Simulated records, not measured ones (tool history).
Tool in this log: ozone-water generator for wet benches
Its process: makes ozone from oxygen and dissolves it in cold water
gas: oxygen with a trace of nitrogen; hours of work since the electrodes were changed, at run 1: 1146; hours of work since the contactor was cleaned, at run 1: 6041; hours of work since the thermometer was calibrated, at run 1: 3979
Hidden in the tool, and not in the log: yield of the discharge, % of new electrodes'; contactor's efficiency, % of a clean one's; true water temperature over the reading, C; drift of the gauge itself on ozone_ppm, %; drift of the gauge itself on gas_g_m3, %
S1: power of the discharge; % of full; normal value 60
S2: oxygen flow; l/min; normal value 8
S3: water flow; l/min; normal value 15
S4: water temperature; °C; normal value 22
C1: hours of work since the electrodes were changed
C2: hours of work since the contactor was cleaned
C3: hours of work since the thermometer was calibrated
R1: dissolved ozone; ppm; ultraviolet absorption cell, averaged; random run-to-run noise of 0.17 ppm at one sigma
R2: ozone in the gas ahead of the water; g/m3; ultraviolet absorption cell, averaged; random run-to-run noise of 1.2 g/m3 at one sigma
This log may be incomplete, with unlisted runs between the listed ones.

{"run": 1, "day": 0.0, "S1": 60, "S2": 8, "S3": 15, "S4": 22, "C1": 1146, "C2": 6041, "C3": 3979, "R1": 23.2, "R2": 206.5}
{"run": 2, "day": 1.233, "S1": 60, "S2": 8, "S3": 15, "S4": 22, "C1": 1164, "C2": 6060, "C3": 3997, "R1": 23.1, "R2": 206.9}
{"run": 3, "day": 2.521, "S1": 60, "S2": 8, "S3": 15, "S4": 22, "C1": 1183, "C2": 6079, "C3": 4016, "R1": 23.1, "R2": 204.6}
{"run": 4, "day": 3.529, "S1": 60, "S2": 8, "S3": 15, "S4": 22, "C1": 1198, "C2": 6094, "C3": 4031, "R1": 22.8, "R2": 206.7}
{"run": 5, "day": 5.196, "S1": 60, "S2": 8, "S3": 15, "S4": 22, "C1": 1223, "C2": 6118, "C3": 4056, "R1": 22.7, "R2": 206.5}
{"run": 6, "day": 6.967, "S1": 60, "S2": 8, "S3": 14, "S4": 22, "C1": 1249, "C2": 6144, "C3": 4082, "R1": 24.1, "R2": 206.2}
{"run": 7, "day": 8.092, "S1": 60, "S2": 8, "S3": 15, "S4": 22, "C1": 1266, "C2": 6161, "C3": 4099, "R1": 23.1, "R2": 207.1}
{"run": 8, "day": 9.804, "S1": 60, "S2": 8, "S3": 15, "S4": 22, "C1": 1291, "C2": 6186, "C3": 4124, "R1": 22.9, "R2": 208.6}
{"run": 9, "day": 11.338, "S1": 60, "S2": 8, "S3": 15, "S4": 22, "C1": 1314, "C2": 6209, "C3": 4146, "R1": 22.9, "R2": 206.3}
{"run": 10, "day": 12.817, "S1": 60, "S2": 8, "S3": 15, "S4": 22, "C1": 1336, "C2": 6231, "C3": 4168, "R1": 23, "R2": 205}
{"run": 11, "day": 13.9, "S1": 60, "S2": 8, "S3": 17, "S4": 22, "C1": 1352, "C2": 6247, "C3": 4184, "R1": 21.1, "R2": 205.4}
{"run": 12, "day": 15.358, "S1": 60, "S2": 8, "S3": 17, "S4": 22, "C1": 1373, "C2": 6269, "C3": 4206, "R1": 21.1, "R2": 206.1}
{"run": 13, "day": 16.512, "S1": 60, "S2": 8, "S3": 17, "S4": 28, "C1": 1390, "C2": 6286, "C3": 4223, "R1": 18.9, "R2": 204.3}
{"run": 14, "day": 18.062, "S1": 60, "S2": 13.46, "S3": 15, "S4": 22, "C1": 1413, "C2": 6309, "C3": 4246, "R1": 20.1, "R2": 155.7}
{"run": 15, "day": 19.767, "S1": 60, "S2": 13.46, "S3": 15, "S4": 22, "C1": 1438, "C2": 6334, "C3": 4271, "R1": 20.1, "R2": 156.3}
{"run": 16, "day": 21.683, "S1": 59, "S2": 6.6, "S3": 21, "S4": 29, "C1": 1467, "C2": 6362, "C3": 4300, "R1": 16.6, "R2": 227.4}
{"run": 17, "day": 23.621, "S1": 59, "S2": 6.6, "S3": 21, "S4": 29, "C1": 1495, "C2": 6391, "C3": 4328, "R1": 16.6, "R2": 224.4}
{"day": 24.862, "done": "water thermometer calibrated"}
{"run": 18, "day": 25.254, "S1": 51, "S2": 6.6, "S3": 21, "S4": 14, "C1": 1519, "C2": 6415, "C3": 6, "R1": 19.5, "R2": 204.4}
{"run": 19, "day": 26.371, "S1": 51, "S2": 7.51, "S3": 21, "S4": 27, "C1": 1536, "C2": 6431, "C3": 22, "R1": 15.9, "R2": 192.4}
{"run": 20, "day": 27.975, "S1": 51, "S2": 6.68, "S3": 21, "S4": 28, "C1": 1559, "C2": 6455, "C3": 46, "R1": 15.4, "R2": 205}
{"run": 21, "day": 29.021, "S1": 94, "S2": 8, "S3": 14, "S4": 27, "C1": 1575, "C2": 6470, "C3": 61, "R1": 28.1, "R2": 268.7}
{"run": 22, "day": 30.158, "S1": 94, "S2": 8, "S3": 14, "S4": 27, "C1": 1592, "C2": 6487, "C3": 78, "R1": 27.9, "R2": 272.1}
{"run": 23, "day": 31.138, "S1": 85, "S2": 6.47, "S3": 10, "S4": 18, "C1": 1606, "C2": 6502, "C3": 93, "R1": 39.6, "R2": 281.6}
{"run": 24, "day": 33.017, "S1": 52, "S2": 10.33, "S3": 20, "S4": 23, "C1": 1634, "C2": 6530, "C3": 121, "R1": 16.6, "R2": 164.4}
{"run": 25, "day": 34.858, "S1": 60, "S2": 5.61, "S3": 15, "S4": 29, "C1": 1661, "C2": 6557, "C3": 148, "R1": 21.1, "R2": 246.6}
{"run": 26, "day": 36.792, "S1": 60, "S2": 5.61, "S3": 15, "S4": 29, "C1": 1690, "C2": 6585, "C3": 176, "R1": 20.9, "R2": 244.6}
{"run": 27, "day": 38.412, "S1": 54, "S2": 6.47, "S3": 15, "S4": 14, "C1": 1714, "C2": 6609, "C3": 200, "R1": 26.1, "R2": 213.6}
{"day": 39.333, "done": "contactor cleaned"}
{"run": 28, "day": 39.621, "S1": 54, "S2": 6.47, "S3": 15, "S4": 14, "C1": 1729, "C2": 4, "C3": 216, "R1": 25.9, "R2": 214.6}

Each row is a separate what-if for the run after 28, all from the same tool condition, not one after another. Results?
{"run": "A", "day": 41.275, "S1": 54, "S2": 6.47, "S3": 10, "S4": 14, "C1": 1754, "C2": 29, "C3": 240, "R1": "?", "R2": "?"}
{"run": "B", "day": 41.275, "S1": 54, "S2": 9.36, "S3": 21, "S4": 18, "C1": 1754, "C2": 29, "C3": 240, "R1": "?", "R2": "?"}
{"run": "C", "day": 41.275, "S1": 65, "S2": 6.71, "S3": 15, "S4": 19, "C1": 1754, "C2": 29, "C3": 240, "R1": "?", "R2": "?"}

run=A R1=33.2 R2=212
run=B R1=18.7 R2=175.1
run=C R1=26.6 R2=234.4
Had the tool no hidden state, the same runs would have come out as:
run=A R1=33.2 R2=216.7
run=B R1=18.7 R2=179
run=C R1=26.6 R2=239.6
